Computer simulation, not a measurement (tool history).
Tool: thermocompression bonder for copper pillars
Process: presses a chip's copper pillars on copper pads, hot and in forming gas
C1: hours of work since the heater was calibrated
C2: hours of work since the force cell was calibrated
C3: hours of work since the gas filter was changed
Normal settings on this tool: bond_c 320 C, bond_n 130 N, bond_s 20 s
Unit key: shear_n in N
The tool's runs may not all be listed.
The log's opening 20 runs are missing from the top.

Run 21, hour 482.1: usual settings but bond_c 313 C, bond_n 84 N; C1 298; C2 39; C3 108. Result: shear_n 64.2 N.
At hour 499.0: force cell calibrated, once more.
Run 22, hour 502.9: usual settings but bond_c 345 C, bond_s 33 s; C1 312; C2 3; C3 121. Result: shear_n 126.4 N.
Run 23, hour 529.1: usual settings but bond_c 326 C, bond_s 12 s; C1 329; C2 21; C3 139. Result: shear_n 86.9 N.
Run 24, hour 549.0: usual settings but bond_c 326 C, bond_s 12 s; C1 343; C2 34; C3 153. Result: shear_n 86.5 N.
Run 25, hour 581.1: usual settings but bond_c 302 C, bond_s 14 s; C1 365; C2 56; C3 175. Result: shear_n 68.8 N.
Run 26, hour 616.0: usual settings but bond_c 302 C, bond_s 14 s; C1 389; C2 80; C3 199. Result: shear_n 68.9 N.
Run 27, hour 633.5: usual settings but bond_c 302 C, bond_s 14 s; C1 401; C2 92; C3 211. Result: shear_n 69.2 N.
Run 28, hour 651.5: usual settings but bond_c 302 C, bond_s 14 s; C1 414; C2 105; C3 223. Result: shear_n 68.9 N.
At hour 674.6: forming gas filter changed.
Run 29, hour 674.6: usual settings but bond_c 302 C, bond_s 14 s; C1 429; C2 120; C3 0. Result: shear_n 70.3 N.
Run 30, hour 707.9: usual settings but bond_c 314 C, bond_n 163 N, bond_s 44 s; C1 452; C2 143; C3 23. Result: shear_n 121.9 N.
Run 31, hour 735.5: usual settings but bond_c 346 C, bond_n 134 N; C1 471; C2 162; C3 42. Result: shear_n 119.4 N.
Run 32, hour 766.5: usual settings but bond_c 346 C, bond_n 134 N; C1 492; C2 184; C3 63. Result: shear_n 119.5 N.

Here are 5 independent what-if runs from the current tool condition. What would each one return?
Run A, hour 782.3: usual settings but bond_c 340 C, bond_n 191 N, bond_s 12 s; C1 503; C2 194; C3 74. Result: shear_n ?.
Run B, hour 782.3: usual settings but bond_c 346 C, bond_n 134 N, bond_s 17 s; C1 503; C2 194; C3 74. Result: shear_n ?.
Run C, hour 782.3: usual settings but bond_c 344 C, bond_n 125 N, bond_s 27 s; C1 503; C2 194; C3 74. Result: shear_n ?.
Run D, hour 782.3: usual settings but bond_c 345 C, bond_n 92 N, bond_s 28 s; C1 503; C2 194; C3 74. Result: shear_n ?.
Run E, hour 782.3: usual settings but bond_c 335 C, bond_n 134 N; C1 503; C2 194; C3 74. Result: shear_n ?.

run  shear_n
  A    119.0
  B    116.6
  C    121.5
  D    109.3
  E    111.9
With no hidden state in the tool, these same runs would have given:
run  shear_n
  A    115.4
  B    112.8
  C    118.2
  D    105.1
  E    107.7

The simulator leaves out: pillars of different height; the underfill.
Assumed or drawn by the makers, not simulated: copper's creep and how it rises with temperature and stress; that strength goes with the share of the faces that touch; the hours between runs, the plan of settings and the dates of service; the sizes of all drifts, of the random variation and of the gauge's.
